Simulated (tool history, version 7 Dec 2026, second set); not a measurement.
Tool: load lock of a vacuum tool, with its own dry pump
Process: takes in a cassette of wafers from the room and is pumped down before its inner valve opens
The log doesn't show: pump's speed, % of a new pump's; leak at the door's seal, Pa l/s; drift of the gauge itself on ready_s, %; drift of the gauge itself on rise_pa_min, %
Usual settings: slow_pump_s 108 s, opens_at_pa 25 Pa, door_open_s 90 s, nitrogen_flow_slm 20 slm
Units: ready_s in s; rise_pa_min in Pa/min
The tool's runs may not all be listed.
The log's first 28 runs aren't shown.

run     hour  slow_pump_s  opens_at_pa  door_open_s  nitrogen_flow_slm  hours that the pump has run since its overhaul  times that the door has closed on its seal  incoming humidity of the room's air, %  ready_s  rise_pa_min
 29  10892.8          110           22          142                  8                                             589                                       18343                                    45.0    177.2        0.136
 30  11161.3          108           25           90                 12                                             857                                       19261                                    44.5    174.8        0.110
 31  11699.4          130           46           90                  6                                            1395                                       21101                                    45.6    184.6        0.126
 32  12044.8          130           46           90                  6                                            1741                                       22282                                    42.2    185.6        0.130
 33  12413.4          108           39           43                 20                                            2109                                       23542                                    46.7    170.6        0.107
 34  12911.5          108           39           43                 20                                            2607                                       25245                                    44.0    170.9        0.112
 35  13289.7          108           40           47                 20                                            2986                                       26539                                    42.2    169.8        0.120
 36  13675.0          183           34          160                 26                                            3371                                       27856                                    41.9    231.2        0.144

5 ways to go on from here, each from the tool as it stands after run 36. What would each give?
  A  14165.6          108           37           90                 20                                            3861                                       29533                                    44.1        ?            ?
  B  14165.6           83           26           90                 25                                            3861                                       29533                                    43.2        ?            ?
  C  14165.6          206           25           90                  4                                            3861                                       29533                                    45.9        ?            ?
  D  14165.6          108           31           49                  5                                            3861                                       29533                                    47.2        ?            ?
  E  14165.6          183           34          160                 10                                            3861                                       29533                                    45.9        ?            ?

run  ready_s  rise_pa_min
  A    173.0        0.144
  B    157.9        0.141
  C    251.0        0.161
  D    174.6        0.149
  E    230.6        0.187
Without the tool's hidden state the same runs would have given:
run  ready_s  rise_pa_min
  A    169.4        0.048
  B    153.4        0.044
  C    248.4        0.065
  D    170.8        0.053
  E    227.9        0.090
